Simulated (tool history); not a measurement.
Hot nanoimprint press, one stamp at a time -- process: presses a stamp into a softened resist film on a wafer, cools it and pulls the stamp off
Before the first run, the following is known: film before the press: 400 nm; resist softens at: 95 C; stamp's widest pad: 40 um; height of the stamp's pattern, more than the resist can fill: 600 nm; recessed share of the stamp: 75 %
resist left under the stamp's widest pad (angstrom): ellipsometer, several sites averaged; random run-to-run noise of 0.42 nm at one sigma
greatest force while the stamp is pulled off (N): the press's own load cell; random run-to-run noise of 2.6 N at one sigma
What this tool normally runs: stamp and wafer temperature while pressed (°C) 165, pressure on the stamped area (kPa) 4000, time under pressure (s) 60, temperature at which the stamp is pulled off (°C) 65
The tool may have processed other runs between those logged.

run,hour,stamp and wafer temperature while pressed (°C),pressure on the stamped area (kPa),time under pressure (s),temperature at which the stamp is pulled off (°C),resist left under the stamp's widest pad (angstrom),greatest force while the stamp is pulled off (N)
1,0.0,165,4000,60,65,2123,183
2,22.5,165,4000,60,65,2128,193
3,38.0,165,4000,60,65,2130,192
# hour 62.6: stamp cleaned and given a new release coat
4,62.6,165,4000,60,65,2123,159
5,73.3,165,4000,60,65,2133,162
6,87.7,165,4000,60,65,2131,170
7,101.4,165,4000,60,65,2132,173
8,119.1,165,4000,60,65,2135,176
9,138.1,165,5360,60,65,1828,186
10,152.8,165,5360,60,65,1827,185
11,171.7,165,5360,60,65,1826,197
12,187.4,165,5360,60,65,1832,202
# hour 198.6: stamp cleaned and given a new release coat
13,214.7,165,4000,60,65,2142,171
14,225.7,165,4410,60,65,2035,170
15,247.7,165,4410,60,65,2035,174
16,260.8,164,4870,64,65,1945,174
17,272.7,164,4870,64,52,1962,212
18,283.9,164,4870,64,52,1957,221
19,302.6,164,4870,64,52,1958,229
20,326.5,175,4000,60,68,1669,197
# hour 333.8: stamp cleaned and given a new release coat
21,342.5,165,4000,50,53,2279,183
22,365.1,163,5140,47,67,2152,167
23,389.0,165,5110,73,65,1789,174
24,409.0,165,3010,73,54,2345,215
25,431.0,165,3010,73,54,2342,217
26,453.9,165,2710,99,65,2263,193
# hour 468.8: stamp cleaned and given a new release coat
27,478.5,165,2710,99,65,2265,163
28,493.7,165,2710,101,60,2251,181
29,509.0,165,6220,92,64,1488,176

Each row is a separate what-if for the run after 29, all from the same tool condition, not one after another. Results?
A,526.7,165,3060,81,65,?,?
B,526.7,165,3460,60,65,?,?
C,526.7,168,6220,50,67,?,?
D,526.7,172,2810,60,66,?,?
E,526.7,165,6220,92,58,?,?

run,resist left under the stamp's widest pad (angstrom),greatest force while the stamp is pulled off (N)
A,2265,177
B,2331,180
C,1689,176
D,2181,184
E,1494,196
The same runs, with their run-to-run variation unchanged, on a tool lacking any hidden condition would have given:
run,resist left under the stamp's widest pad (angstrom),greatest force while the stamp is pulled off (N)
A,2207,158
B,2271,161
C,1628,157
D,2129,164
E,1438,175
